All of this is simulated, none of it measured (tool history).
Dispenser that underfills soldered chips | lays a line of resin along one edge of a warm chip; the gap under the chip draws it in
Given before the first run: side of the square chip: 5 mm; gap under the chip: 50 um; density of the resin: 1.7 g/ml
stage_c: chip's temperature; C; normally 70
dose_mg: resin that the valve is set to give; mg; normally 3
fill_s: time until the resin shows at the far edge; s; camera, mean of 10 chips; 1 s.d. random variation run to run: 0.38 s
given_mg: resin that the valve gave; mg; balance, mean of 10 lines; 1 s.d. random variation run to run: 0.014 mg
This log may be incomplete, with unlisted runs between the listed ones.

run     day  stage_c  dose_mg  fill_s  given_mg
  1       0       70        3    25.4      2.88
  2   0.475       70        3      45      2.85
      0.725  -- new syringe of resin
  3   0.892       70        3    29.6      2.86
  4   1.229       70        3    44.4      2.82
      1.488  -- new syringe of resin
  5   1.617       70        3    28.2      2.81
  6   1.996       70     2.81    45.7      2.62
      2.183  -- dispensing valve cleaned and set on the balance
      2.283  -- new syringe of resin
  7   2.508       70        3    31.4      2.99
      3.038  -- new syringe of resin
  8   3.142       72        3    25.8      2.96
  9   3.621       72        3    46.3      2.95
      3.771  -- new syringe of resin
 10     3.9       72        3    26.3      2.94
 11   4.233       72        3    39.3      2.93
      4.533  -- new syringe of resin
 12   4.629       70     3.65    25.6      3.57
 13   5.029       55        3    73.6       2.9
      5.283  -- new syringe of resin
 14   5.604       70     2.66    36.3      2.52
      6.058  -- new syringe of resin
 15   6.208       70     2.66      29      2.52
 16   6.775       70        3    56.2      2.85
      6.821  -- new syringe of resin
 17   7.312       70        3    44.6      2.79
      7.592  -- new syringe of resin
        7.7  -- dispensing valve cleaned and set on the balance
 18   7.975       74        3    31.2      2.99
      8.404  -- new syringe of resin
 19   8.417       74        3    21.4      2.95
 20   8.829       74        3    34.6      2.97
      9.171  -- new syringe of resin
 21   9.171       78     3.57    17.9      3.49
 22   9.662       74     3.85      36      3.76
      9.946  -- new syringe of resin
 23  10.196       75     3.36    26.7      3.27
 24  10.512       75     3.36    37.9      3.25
       10.7  -- new syringe of resin
 25  10.867       63     3.39    35.1      3.21
 26   11.35       57     2.51    88.2      2.37
     11.458  -- new syringe of resin
 27  11.917       71        3    38.4      2.85
     12.204  -- new syringe of resin
 28  12.417       71        3    29.4      2.79
 29  12.692       71        3    40.4      2.77
     12.958  -- new syringe of resin
 30  13.112       67      3.9    28.6      3.61
     13.229  -- dispensing valve cleaned and set on the balance
 31  13.462       69     3.75    39.1      3.74
     13.746  -- new syringe of resin
 32  13.917       69     3.75    27.8       3.7
 33  14.438       57     2.69      88      2.64
     14.529  -- new syringe of resin
 34  14.971       57     2.69    64.3      2.62
 35  15.238       83        3    35.6      2.91

Consider 4 possible next runs. They are alternatives, not a sequence: every one starts from the tool as it was left by run 35. What does each give?
     15.292  -- new syringe of resin
  A  15.642       83     3.21       ?         ?
     15.292  -- new syringe of resin
  B  15.642       69     3.84       ?         ?
     15.292  -- new syringe of resin
  C  15.642       62        3       ?         ?
     15.292  -- new syringe of resin
  D  15.642       77     2.54       ?         ?

run  fill_s  given_mg
  A    22.2      3.09
  B      35       3.7
  C    46.5      2.91
  D    29.1      2.45
Stripped of hidden state, with their random variation kept, the same runs would have yielded:
run  fill_s  given_mg
  A    14.7       3.2
  B    23.7      3.83
  C    31.5      3.01
  D    19.4      2.53
